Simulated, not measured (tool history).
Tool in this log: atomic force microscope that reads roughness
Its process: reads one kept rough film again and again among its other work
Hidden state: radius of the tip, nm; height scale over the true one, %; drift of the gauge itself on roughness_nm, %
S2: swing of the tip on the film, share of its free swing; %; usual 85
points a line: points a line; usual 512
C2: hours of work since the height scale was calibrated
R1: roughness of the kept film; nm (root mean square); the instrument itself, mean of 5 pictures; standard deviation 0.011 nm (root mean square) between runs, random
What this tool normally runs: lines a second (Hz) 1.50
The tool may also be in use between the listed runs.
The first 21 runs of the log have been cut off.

run 22 hour=670.5 | lines_a_second_(Hz)=1.09 S2=61 points_a_line=490 | pictures_with_this_tip=93 C2=709 | R1=2.993
-- hour=684.1 new tip fitted
run 23 hour=716.4 | lines_a_second_(Hz)=1.09 S2=61 points_a_line=490 | pictures_with_this_tip=37 C2=733 | R1=2.963
run 24 hour=761.3 | lines_a_second_(Hz)=1.09 S2=61 points_a_line=490 | pictures_with_this_tip=88 C2=757 | R1=2.949
-- hour=779.4 new tip fitted
run 25 hour=789.6 | lines_a_second_(Hz)=1.09 S2=61 points_a_line=490 | pictures_with_this_tip=12 C2=772 | R1=2.955
run 26 hour=828.5 | lines_a_second_(Hz)=3.62 S2=61 points_a_line=848 | pictures_with_this_tip=56 C2=793 | R1=2.716
-- hour=876.5 new tip fitted
run 27 hour=876.5 | lines_a_second_(Hz)=0.82 S2=61 points_a_line=663 | pictures_with_this_tip=0 C2=818 | R1=2.969
run 28 hour=902.2 | lines_a_second_(Hz)=1.20 S2=56 points_a_line=512 | pictures_with_this_tip=30 C2=831 | R1=2.994
run 29 hour=921.6 | lines_a_second_(Hz)=1.40 S2=56 points_a_line=355 | pictures_with_this_tip=52 C2=842 | R1=2.961
run 30 hour=958.4 | lines_a_second_(Hz)=1.40 S2=56 points_a_line=355 | pictures_with_this_tip=94 C2=861 | R1=2.946
-- hour=973.5 new tip fitted
run 31 hour=980.2 | lines_a_second_(Hz)=1.40 S2=56 points_a_line=355 | pictures_with_this_tip=7 C2=873 | R1=2.960
run 32 hour=1012.7 | lines_a_second_(Hz)=1.50 S2=70 points_a_line=597 | pictures_with_this_tip=44 C2=890 | R1=2.799
run 33 hour=1054.4 | lines_a_second_(Hz)=2.17 S2=71 points_a_line=602 | pictures_with_this_tip=92 C2=912 | R1=2.693
-- hour=1069.0 new tip fitted
run 34 hour=1090.3 | lines_a_second_(Hz)=2.17 S2=71 points_a_line=602 | pictures_with_this_tip=24 C2=931 | R1=2.684
run 35 hour=1136.9 | lines_a_second_(Hz)=2.17 S2=71 points_a_line=602 | pictures_with_this_tip=78 C2=956 | R1=2.679
run 36 hour=1159.8 | lines_a_second_(Hz)=1.82 S2=73 points_a_line=512 | pictures_with_this_tip=104 C2=968 | R1=2.718
-- hour=1164.0 new tip fitted
run 37 hour=1185.7 | lines_a_second_(Hz)=1.82 S2=73 points_a_line=512 | pictures_with_this_tip=25 C2=981 | R1=2.703
run 38 hour=1209.0 | lines_a_second_(Hz)=1.50 S2=57 points_a_line=1003 | pictures_with_this_tip=51 C2=994 | R1=2.952

4 options for the next run, each taken on its own from the tool as it stands now. Forecast them:
run A hour=1238.3 | lines_a_second_(Hz)=0.73 S2=57 points_a_line=1003 | pictures_with_this_tip=85 C2=1009 | R1=?
run B hour=1238.3 | lines_a_second_(Hz)=2.03 S2=65 points_a_line=653 | pictures_with_this_tip=85 C2=1009 | R1=?
run C hour=1238.3 | lines_a_second_(Hz)=1.13 S2=58 points_a_line=390 | pictures_with_this_tip=85 C2=1009 | R1=?
run D hour=1238.3 | lines_a_second_(Hz)=3.13 S2=75 points_a_line=1003 | pictures_with_this_tip=85 C2=1009 | R1=?

run=A R1=3.020
run=B R1=2.807
run=C R1=2.984
run=D R1=2.451
With the hidden condition removed and each run's random variation left untouched, the same runs would have given:
run=A R1=3.026
run=B R1=2.813
run=C R1=2.990
run=D R1=2.456
